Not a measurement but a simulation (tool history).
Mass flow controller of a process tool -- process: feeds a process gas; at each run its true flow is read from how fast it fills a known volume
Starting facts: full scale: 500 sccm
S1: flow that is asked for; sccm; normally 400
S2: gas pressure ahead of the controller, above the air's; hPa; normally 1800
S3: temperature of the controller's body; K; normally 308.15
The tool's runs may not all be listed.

{"run": 1, "hour": 0.0, "S1": 400, "S2": 1800, "S3": 308.15, "true flow (%)": 99.32}
{"run": 2, "hour": 55.8, "S1": 400, "S2": 1800, "S3": 308.15, "true flow (%)": 99.4}
{"run": 3, "hour": 124.6, "S1": 359, "S2": 1800, "S3": 308.15, "true flow (%)": 99.26}
{"run": 4, "hour": 184.1, "S1": 359, "S2": 1800, "S3": 308.15, "true flow (%)": 99.35}
{"run": 5, "hour": 221.4, "S1": 400, "S2": 2650, "S3": 308.15, "true flow (%)": 99.25}
{"run": 6, "hour": 255.7, "S1": 400, "S2": 1570, "S3": 308.15, "true flow (%)": 99.73}
{"run": 7, "hour": 299.9, "S1": 260, "S2": 1570, "S3": 308.15, "true flow (%)": 99.15}
{"run": 8, "hour": 338.7, "S1": 395, "S2": 1730, "S3": 307.15, "true flow (%)": 99.63}
{"run": 9, "hour": 391.5, "S1": 50, "S2": 2360, "S3": 306.15, "true flow (%)": 99.16}
{"run": 10, "hour": 425.2, "S1": 50, "S2": 2360, "S3": 306.15, "true flow (%)": 99.32}
{"run": 11, "hour": 484.2, "S1": 195, "S2": 1530, "S3": 302.15, "true flow (%)": 99.16}
{"run": 12, "hour": 547.7, "S1": 400, "S2": 2220, "S3": 308.15, "true flow (%)": 99.46}

Hidden state or all else? Some run-to-run changes of true flow (%), split into what the settings, what came in and random variation would give without the hidden state, and what is left for the hidden state (with any gauge scatter that isn't in both results):
Unlogged tool condition in this case: flow at rest that the sensor doesn't see, % of full scale; true flow over the shown one, %; drift of the gauge itself on true_pct, %.
Run 6 -> 7: S1 400 -> 260. true flow (%) -0.58: hidden state +0.12, all else -0.70.
Run 8 -> 9: S1 395 -> 50, S2 1730 -> 2360, S3 307.15 -> 306.15. true flow (%) -0.47: hidden state +1.31, all else -1.78.
